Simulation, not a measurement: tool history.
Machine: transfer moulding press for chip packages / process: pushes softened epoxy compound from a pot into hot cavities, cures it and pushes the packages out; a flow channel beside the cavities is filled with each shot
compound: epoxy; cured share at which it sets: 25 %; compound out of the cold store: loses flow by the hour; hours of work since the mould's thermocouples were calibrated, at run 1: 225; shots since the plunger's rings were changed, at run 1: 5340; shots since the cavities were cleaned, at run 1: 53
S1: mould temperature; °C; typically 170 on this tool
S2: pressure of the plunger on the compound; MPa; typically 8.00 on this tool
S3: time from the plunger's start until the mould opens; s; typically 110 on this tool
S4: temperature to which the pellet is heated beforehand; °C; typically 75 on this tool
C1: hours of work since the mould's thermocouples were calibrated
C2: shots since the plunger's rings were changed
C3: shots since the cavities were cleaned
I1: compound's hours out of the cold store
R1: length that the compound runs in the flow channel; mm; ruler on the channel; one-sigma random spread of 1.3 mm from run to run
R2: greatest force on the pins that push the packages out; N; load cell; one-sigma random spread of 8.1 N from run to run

{"run": 1, "hour": 0.0, "S1": 170, "S2": 8.0, "S3": 110, "S4": 75, "C1": 225, "C2": 5340, "C3": 53, "I1": 17.4, "R1": 572, "R2": 470}
{"run": 2, "hour": 33.9, "S1": 170, "S2": 8.0, "S3": 110, "S4": 75, "C1": 249, "C2": 5760, "C3": 473, "I1": 15.9, "R1": 575, "R2": 558}
{"hour": 51.2, "done": "cavities cleaned with cleaning compound and waxed"}
{"run": 3, "hour": 83.4, "S1": 170, "S2": 8.0, "S3": 110, "S4": 75, "C1": 282, "C2": 6355, "C3": 399, "I1": 42.2, "R1": 494, "R2": 624}
{"hour": 107.5, "done": "plunger's sealing rings changed"}
{"hour": 109.0, "done": "cavities cleaned with cleaning compound and waxed"}
{"run": 4, "hour": 140.2, "S1": 170, "S2": 8.0, "S3": 110, "S4": 75, "C1": 319, "C2": 387, "C3": 387, "I1": 34.0, "R1": 541, "R2": 512}
{"hour": 167.4, "done": "cavities cleaned with cleaning compound and waxed"}
{"run": 5, "hour": 171.4, "S1": 170, "S2": 8.0, "S3": 110, "S4": 75, "C1": 340, "C2": 755, "C3": 50, "I1": 19.0, "R1": 583, "R2": 449}
{"run": 6, "hour": 211.3, "S1": 170, "S2": 8.0, "S3": 110, "S4": 75, "C1": 368, "C2": 1250, "C3": 545, "I1": 33.4, "R1": 539, "R2": 556}
{"hour": 226.0, "done": "cavities cleaned with cleaning compound and waxed"}
{"run": 7, "hour": 267.1, "S1": 170, "S2": 8.0, "S3": 110, "S4": 75, "C1": 406, "C2": 1924, "C3": 510, "I1": 32.5, "R1": 539, "R2": 548}
{"hour": 281.0, "done": "cavities cleaned with cleaning compound and waxed"}
{"run": 8, "hour": 326.2, "S1": 170, "S2": 8.0, "S3": 110, "S4": 75, "C1": 446, "C2": 2638, "C3": 561, "I1": 25.4, "R1": 557, "R2": 556}
{"hour": 331.1, "done": "mould's thermocouples calibrated"}
{"hour": 339.1, "done": "cavities cleaned with cleaning compound and waxed"}
{"run": 9, "hour": 362.4, "S1": 170, "S2": 8.0, "S3": 110, "S4": 75, "C1": 21, "C2": 3043, "C3": 289, "I1": 8.3, "R1": 614, "R2": 531}
{"hour": 394.2, "done": "cavities cleaned with cleaning compound and waxed"}
{"run": 10, "hour": 399.3, "S1": 170, "S2": 8.18, "S3": 113, "S4": 75, "C1": 45, "C2": 3482, "C3": 64, "I1": 13.9, "R1": 601, "R2": 481}
{"hour": 417.6, "done": "cavities cleaned with cleaning compound and waxed, once more"}
{"run": 11, "hour": 435.7, "S1": 170, "S2": 8.18, "S3": 113, "S4": 75, "C1": 70, "C2": 3915, "C3": 225, "I1": 8.8, "R1": 613, "R2": 499}
{"run": 12, "hour": 466.5, "S1": 177, "S2": 9.08, "S3": 110, "S4": 78, "C1": 91, "C2": 4296, "C3": 606, "I1": 11.0, "R1": 621, "R2": 539}

Run 13 has not been measured yet. What should we expect?
{"hour": 475.0, "done": "cavities cleaned with cleaning compound and waxed"}
{"run": 13, "hour": 521.5, "S1": 177, "S2": 9.08, "S3": 110, "S4": 78, "C1": 129, "C2": 4960, "C3": 577, "I1": 27.7, "R1": "?", "R2": "?"}

{"run 13": {"R1": 569, "R2": 519}}
Without the tool's hidden state the same run would have given R1 588 mm, R2 393 N.
